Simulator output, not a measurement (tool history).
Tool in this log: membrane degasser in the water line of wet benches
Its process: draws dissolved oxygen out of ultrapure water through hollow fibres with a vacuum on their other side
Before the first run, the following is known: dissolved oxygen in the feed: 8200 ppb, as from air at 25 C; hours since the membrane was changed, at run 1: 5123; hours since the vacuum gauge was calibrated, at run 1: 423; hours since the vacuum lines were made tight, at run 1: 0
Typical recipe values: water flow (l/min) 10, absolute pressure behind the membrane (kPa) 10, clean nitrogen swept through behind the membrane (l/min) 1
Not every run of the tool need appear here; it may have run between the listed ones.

| run | hour | water flow (l/min) | absolute pressure behind the membrane (kPa) | clean nitrogen swept through behind the membrane (l/min) | hours since the membrane was changed | hours since the vacuum gauge was calibrated | hours since the vacuum lines were made tight | dissolved oxygen in the water behind the degasser (ppb) | pressure that the water loses in the fibres (kPa) |
|---|---|---|---|---|---|---|---|---|---|
| 1 | 0 | 10 | 10 | 1 | 5123 | 423 | 0 | 467.6 | 60.53 |
| 2 | 209.9 | 10 | 10 | 1 | 5333 | 633 | 210 | 464.8 | 60.11 |
| 3 | 388.4 | 10 | 10 | 1 | 5511 | 811 | 388 | 467.7 | 60.14 |
| 4 | 526.4 | 10 | 10 | 1 | 5649 | 949 | 526 | 476.1 | 60.57 |
| 5 | 682.6 | 10 | 10 | 1 | 5805 | 1106 | 683 | 470.2 | 60.97 |
| 6 | 838.2 | 10 | 10 | 1 | 5961 | 1261 | 838 | 487.6 | 60.36 |
| 7 | 1083.8 | 10 | 10 | 1 | 6207 | 1507 | 1084 | 485.4 | 60.48 |
| 8 | 1228.7 | 10 | 10 | 1 | 6351 | 1652 | 1229 | 467.4 | 60.91 |
| 9 | 1368 | 10 | 10 | 1 | 6491 | 1791 | 1368 | 479.1 | 60.72 |
| 10 | 1533.8 | 10 | 10 | 1 | 6657 | 1957 | 1534 | 475.9 | 60.66 |
| 11 | 1635.8 | 10 | 10 | 1 | 6758 | 2059 | 1636 | 474.6 | 60.67 |
| 12 | 1827.5 | 10 | 10 | 1 | 6950 | 2251 | 1828 | 477.6 | 61 |
| 13 | 1976.1 | 10 | 10 | 1 | 7099 | 2399 | 1976 | 481.4 | 60.99 |
| 14 | 2090.7 | 10 | 22 | 1 | 7213 | 2514 | 2091 | 731 | 60.65 |
| 15 | 2214.9 | 10 | 22 | 1 | 7338 | 2638 | 2215 | 739.6 | 60.99 |
| 16 | 2410.8 | 10 | 22 | 1 | 7534 | 2834 | 2411 | 732.3 | 60.82 |
| 17 | 2612.2 | 14 | 22 | 1 | 7735 | 3035 | 2612 | 1201.9 | 85.12 |
| 18 | 2746.6 | 14 | 6.5 | 1.26 | 7869 | 3170 | 2747 | 797.6 | 86 |
|  | 2791.5 | vacuum gauge calibrated |
| 19 | 2957.3 | 6 | 12.5 | 0.45 | 8080 | 166 | 2957 | 336.9 | 36.76 |
| 20 | 3157.4 | 6 | 12.5 | 0.45 | 8280 | 366 | 3157 | 340.5 | 36.47 |
| 21 | 3362 | 6 | 12.5 | 0.45 | 8484 | 571 | 3362 | 338.4 | 36.96 |
| 22 | 3581.3 | 16 | 7.8 | 1 | 8703 | 790 | 3581 | 1117.1 | 97.8 |
| 23 | 3773.8 | 16 | 7.8 | 1 | 8896 | 982 | 3773 | 1107.3 | 98.47 |
| 24 | 3897.7 | 8 | 14.6 | 1.88 | 9020 | 1106 | 3897 | 291.2 | 49.02 |
| 25 | 4046.6 | 9 | 13 | 1.27 | 9169 | 1255 | 4046 | 411.6 | 55.71 |
| 26 | 4273.8 | 10 | 19.6 | 2.86 | 9396 | 1482 | 4273 | 472.3 | 61.87 |
| 27 | 4500.6 | 6 | 23.6 | 1 | 9623 | 1709 | 4500 | 353.3 | 37.21 |
| 28 | 4605.5 | 9 | 10 | 2.12 | 9728 | 1814 | 4605 | 322.1 | 55.31 |
| 29 | 4726 | 9 | 10 | 2.12 | 9848 | 1935 | 4726 | 330.5 | 55.74 |
| 30 | 4879.4 | 9 | 10 | 2.12 | 10002 | 2088 | 4879 | 313.8 | 55.4 |
| 31 | 5036.7 | 7 | 8.5 | 1.63 | 10159 | 2245 | 5036 | 168.4 | 43.51 |
| 32 | 5227.7 | 8 | 22.6 | 1.63 | 10350 | 2436 | 5227 | 401.7 | 49.8 |

Hidden condition of the tool, last listed run before each entry between runs versus first listed run after:
After run 18, before run 19: vacuum gauge calibrated (hour 2791.5)
  membrane still open, %: 96.7 -> 96.6; true pressure behind the membrane over the reading, kPa: 0.15 -> -0.02; air that leaks in behind the membrane, l/min: 0.0066 -> 0.0069
  measured value less the no-hidden-state value, dissolved oxygen in the water behind the degasser (ppb): +60.1 -> +12.8; pressure that the water loses in the fibres (kPa): +2.86 -> +1.27

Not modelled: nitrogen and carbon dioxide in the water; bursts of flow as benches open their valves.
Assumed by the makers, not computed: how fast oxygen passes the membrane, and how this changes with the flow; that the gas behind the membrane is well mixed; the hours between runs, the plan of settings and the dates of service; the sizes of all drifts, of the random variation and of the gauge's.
